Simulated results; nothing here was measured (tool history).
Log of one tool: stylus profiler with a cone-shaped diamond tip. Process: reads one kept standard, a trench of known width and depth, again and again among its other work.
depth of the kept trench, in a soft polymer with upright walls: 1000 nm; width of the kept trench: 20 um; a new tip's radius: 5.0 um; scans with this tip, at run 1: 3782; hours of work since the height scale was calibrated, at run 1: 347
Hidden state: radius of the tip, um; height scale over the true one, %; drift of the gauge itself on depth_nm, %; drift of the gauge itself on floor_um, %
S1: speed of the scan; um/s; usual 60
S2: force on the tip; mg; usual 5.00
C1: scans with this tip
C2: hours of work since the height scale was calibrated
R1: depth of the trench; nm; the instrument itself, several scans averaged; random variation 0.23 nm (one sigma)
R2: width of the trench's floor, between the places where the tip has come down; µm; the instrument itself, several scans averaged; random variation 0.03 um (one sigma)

run,hour,S1,S2,C1,C2,R1,R2
1,0.0,60,5.00,3782,347,1014.34,12.60
2,64.7,60,5.00,4172,382,1013.80,12.49
3,136.4,60,5.00,4605,422,1013.64,12.33
4,204.8,60,5.00,5017,460,1013.39,12.25
5,277.1,60,12.18,5453,500,1025.49,12.19
6,329.7,60,12.18,5771,529,1026.23,12.12
7,375.2,60,12.18,6045,554,1026.13,12.03
8,421.1,60,12.18,6322,579,1025.72,11.98
9,500.1,60,12.18,6799,623,1026.22,11.80
10,581.9,60,12.18,7292,668,1025.24,11.67
11,660.6,60,5.00,7767,712,1012.33,11.48
12,741.9,181,5.00,8258,757,1012.16,10.79
13,814.3,89,5.00,8695,797,1012.26,11.08
14,877.4,32,5.00,9075,832,1012.06,11.14
15,954.5,60,5.00,9540,874,1012.09,11.02
16,987.4,60,5.00,9739,893,1011.84,10.91
17,1068.7,60,5.00,10229,937,1011.72,10.83
18,1110.6,60,9.30,10482,961,1019.69,10.82
19,1176.5,50,5.00,10880,997,1011.66,10.66
20,1243.7,60,5.00,11285,1034,1010.68,10.54
21,1283.1,60,2.84,11523,1056,1006.57,10.37
22,1356.2,60,5.00,11964,1096,1011.22,10.40
23,1427.7,60,5.00,12395,1136,1010.88,10.34
24,1466.7,62,4.72,12630,1157,1010.23,10.25
25,1534.3,60,11.13,13039,1195,1021.44,10.24
26,1586.5,22,13.46,13353,1224,1025.42,10.26
27,1661.7,74,1.91,13807,1265,1002.67,9.70
# hour 1717.2: new tip fitted, height scale calibrated
28,1725.8,74,1.91,52,5,1008.27,13.46
29,1774.6,96,5.92,346,32,1017.18,13.42
30,1831.1,43,13.22,687,63,1029.70,13.59
31,1897.8,18,2.13,1089,100,1007.82,13.39
32,1952.8,118,1.73,1421,130,1007.20,12.61
33,1993.4,60,2.59,1666,153,1009.19,12.98
34,2045.9,102,5.00,1982,182,1014.20,12.81
35,2107.6,102,5.00,2355,216,1014.63,12.73
36,2179.2,171,2.09,2787,255,1007.67,11.91
37,2214.0,37,3.19,2997,275,1009.82,12.73
38,2247.1,23,9.32,3197,293,1022.65,12.76
39,2302.3,45,14.27,3529,323,1030.10,12.61
40,2345.2,24,6.79,3789,347,1017.54,12.55
41,2399.1,85,12.24,4113,377,1026.36,12.31
42,2450.7,25,5.86,4425,406,1015.27,12.33
43,2495.8,24,3.98,4697,430,1011.54,12.22
44,2568.1,18,3.54,5133,470,1010.66,12.17
45,2611.0,18,3.54,5392,494,1010.30,12.11
46,2656.1,210,3.54,5664,519,1010.45,11.13

4 ways to go on from here, each from the tool as it stands after run 46. What would each give?
A,2708.0,60,4.53,5977,548,?,?
B,2708.0,23,10.33,5977,548,?,?
C,2708.0,210,3.25,5977,548,?,?
D,2708.0,115,5.71,5977,548,?,?

run,R1,R2
A,1012.37,11.74
B,1023.04,11.92
C,1009.41,10.98
D,1014.74,11.62
Without the tool's hidden state the same runs would have given:
run,R1,R2
A,1014.72,13.72
B,1025.42,13.90
C,1011.76,12.97
D,1017.10,13.60

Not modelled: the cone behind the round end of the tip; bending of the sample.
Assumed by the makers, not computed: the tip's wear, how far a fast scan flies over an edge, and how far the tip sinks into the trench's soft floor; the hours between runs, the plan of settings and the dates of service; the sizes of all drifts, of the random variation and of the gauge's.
